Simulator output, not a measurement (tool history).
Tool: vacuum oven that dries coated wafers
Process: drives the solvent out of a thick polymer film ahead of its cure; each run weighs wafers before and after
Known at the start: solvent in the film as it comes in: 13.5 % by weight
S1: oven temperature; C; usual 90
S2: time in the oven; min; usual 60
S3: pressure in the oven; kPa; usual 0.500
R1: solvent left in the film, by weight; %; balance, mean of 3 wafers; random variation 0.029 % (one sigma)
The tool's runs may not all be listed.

run     day   S1  S2     S3    R1
  1   0.000   90  60  0.500  2.15
  2   0.833   90  60  0.500  2.15
  3   1.738   90  60  0.500  2.15
  4   3.058   90  60  0.647  2.18
  5   3.912   90  60  0.647  2.26
  6   5.317   90  60  0.647  2.22
      5.529  -- oven's thermocouples calibrated
  7   6.425   83  60  0.905  3.60
  8   8.125   83  60  1.760  4.08
  9   9.771  103  32  0.598  2.33
 10  11.150   85  53  1.839  4.23
 11  12.675   85  53  1.839  4.18
 12  13.504   83  80  0.692  2.55

5 ways to go on from here, each from the tool as it stands after run 12. What would each give?
  A  14.325   90  44  1.873   ?
  B  14.325  102  80  0.692   ?
  C  14.325  104  80  0.692   ?
  D  14.325   90  60  1.598   ?
  E  14.325   82  91  1.982   ?

run    R1
  A  3.90
  B  0.49
  C  0.39
  D  2.68
  E  3.08
Without the tool's hidden state the same runs would have given:
run    R1
  A  3.66
  B  0.41
  C  0.32
  D  2.46
  E  2.82
